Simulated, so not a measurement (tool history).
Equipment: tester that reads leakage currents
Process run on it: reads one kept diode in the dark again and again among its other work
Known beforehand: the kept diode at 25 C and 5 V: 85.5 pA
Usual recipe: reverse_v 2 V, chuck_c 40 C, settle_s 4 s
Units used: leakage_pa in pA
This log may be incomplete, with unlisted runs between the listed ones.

run   hour  reverse_v  chuck_c  settle_s  leakage_pa
  1      0          2       40         4      197.72
  2   22.3          2       40         4      198.13
  3   46.7          2       40         4      198.71
  4   74.1          2       40         4      197.21
  5  117.3          2       40         4      197.57
  6  141.2          2       40         4         198
  7  190.4          2       28         4       68.58
  8  222.6          2       28         4       68.37
  9  269.7          2       40         4      197.69
 10  303.3          2       40         4       198.6
 11  348.6       8.14       26      2.03      123.38
 12  375.2      10.07       54      6.23     1499.13
 13  405.6      10.07       54      6.23     1497.53
 14  431.7      10.07       28      6.23      166.33
 15    467      10.07       28      6.23      166.83
 16  504.2          2       25      0.75       52.22
 17  541.3          2       30      7.88       82.33

Below, each run's measurement less what the same run would have read without the hidden state. Both values contain the same run-to-run variation, but the gauge's scatter may not be the same in both:
What the log doesn't record here: stray current of the dirty probe card, pA a volt; current scale over the true one, %; true chuck temperature over the reading, C; drift of the gauge itself on leakage_pa, %.
run  leakage_pa
  1       +0.08
  2        +0.1
  3        +0.1
  4       +0.11
  5       +0.13
  6       +0.14
  7       +0.07
  8       +0.08
  9        +0.2
 10       +0.22
 11       +0.21
 12       +1.66
 13       +1.76
 14        +0.3
 15       +0.32
 16       +0.09
 17       +0.15

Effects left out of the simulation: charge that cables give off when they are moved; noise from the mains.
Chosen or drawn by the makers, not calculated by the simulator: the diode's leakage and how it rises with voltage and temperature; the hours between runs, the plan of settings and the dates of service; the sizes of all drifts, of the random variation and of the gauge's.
